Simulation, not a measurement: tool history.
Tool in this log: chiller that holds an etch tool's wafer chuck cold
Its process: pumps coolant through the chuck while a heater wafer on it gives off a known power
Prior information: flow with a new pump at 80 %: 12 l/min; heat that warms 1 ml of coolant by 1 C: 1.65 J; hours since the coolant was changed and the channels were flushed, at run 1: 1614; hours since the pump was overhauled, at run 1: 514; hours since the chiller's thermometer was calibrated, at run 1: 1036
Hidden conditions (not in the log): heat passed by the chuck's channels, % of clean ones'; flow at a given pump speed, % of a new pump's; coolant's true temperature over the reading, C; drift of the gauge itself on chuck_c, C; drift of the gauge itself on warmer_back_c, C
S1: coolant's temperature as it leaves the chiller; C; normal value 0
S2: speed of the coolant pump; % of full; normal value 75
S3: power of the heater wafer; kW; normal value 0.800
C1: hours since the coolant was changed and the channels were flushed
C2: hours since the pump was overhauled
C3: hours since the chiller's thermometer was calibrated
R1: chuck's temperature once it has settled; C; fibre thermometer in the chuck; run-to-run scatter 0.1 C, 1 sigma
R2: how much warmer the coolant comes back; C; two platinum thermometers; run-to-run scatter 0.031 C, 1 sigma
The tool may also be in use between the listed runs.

Run 1, day 0.000: usual settings; C1 1614; C2 514; C3 1036. Result: R1 5.7 C, R2 2.54 C.
Run 2, day 1.021: usual settings but S3 0.435 kW; C1 1639; C2 538; C3 1060. Result: R1 3.2 C, R2 1.43 C.
Run 3, day 1.833: usual settings but S3 0.435 kW; C1 1658; C2 558; C3 1080. Result: R1 3.2 C, R2 1.43 C.
Run 4, day 2.504: usual settings but S1 1 C; C1 1674; C2 574; C3 1096. Result: R1 7.0 C, R2 2.61 C.
Run 5, day 3.333: usual settings but S1 1 C; C1 1694; C2 594; C3 1116. Result: R1 6.6 C, R2 2.62 C.
Run 6, day 4.696: usual settings; C1 1727; C2 626; C3 1148. Result: R1 6.2 C, R2 2.59 C.
Run 7, day 5.808: usual settings; C1 1754; C2 653; C3 1175. Result: R1 5.9 C, R2 2.64 C.
Run 8, day 6.650: usual settings; C1 1774; C2 673; C3 1195. Result: R1 5.6 C, R2 2.66 C.
At day 6.954: coolant pump overhauled.
Run 9, day 8.329: usual settings but S1 1 C, S2 83 % of full, S3 0.540 kW; C1 1809; C2 33; C3 1231. Result: R1 4.6 C, R2 1.57 C.
Run 10, day 9.825: usual settings but S1 1 C, S2 91 % of full, S3 0.982 kW; C1 1845; C2 69; C3 1267. Result: R1 7.2 C, R2 2.57 C.
Run 11, day 11.004: usual settings but S1 1 C, S2 91 % of full, S3 0.982 kW; C1 1873; C2 97; C3 1295. Result: R1 7.0 C, R2 2.62 C.
Run 12, day 12.425: usual settings but S2 74 % of full, S3 0.673 kW; C1 1908; C2 131; C3 1329. Result: R1 5.1 C, R2 2.23 C.
Run 13, day 13.333: usual settings but S3 1.064 kW; C1 1929; C2 153; C3 1351. Result: R1 7.9 C, R2 3.52 C.
At day 14.225: coolant pump overhauled, once more.
Run 14, day 14.362: usual settings but S2 68 % of full, S3 0.562 kW; C1 1949; C2 3; C3 1370. Result: R1 4.5 C, R2 2.06 C.

Take each entry between the runs: how does the hidden state at the last listed run before it differ from the hidden state at the first listed run after it?
Runs 8 to 9: coolant pump overhauled (day 6.954)
  heat passed by the chuck's channels, % of clean ones': 94.3 -> 94.2; flow at a given pump speed, % of a new pump's: 99.2 -> 99; coolant's true temperature over the reading, C: 0.25 -> 0.26
  measured minus no-state result, R1: +0.5 -> +0.4 C; R2: +0.02 -> +0.01 C
Runs 13 to 14: coolant pump overhauled, once more (day 14.225)
  heat passed by the chuck's channels, % of clean ones': 93.9 -> 93.8; flow at a given pump speed, % of a new pump's: 98.8 -> 99.9
  measured minus no-state result, R1: +0.7 -> +0.5 C; R2: +0.04 -> +0.00 C
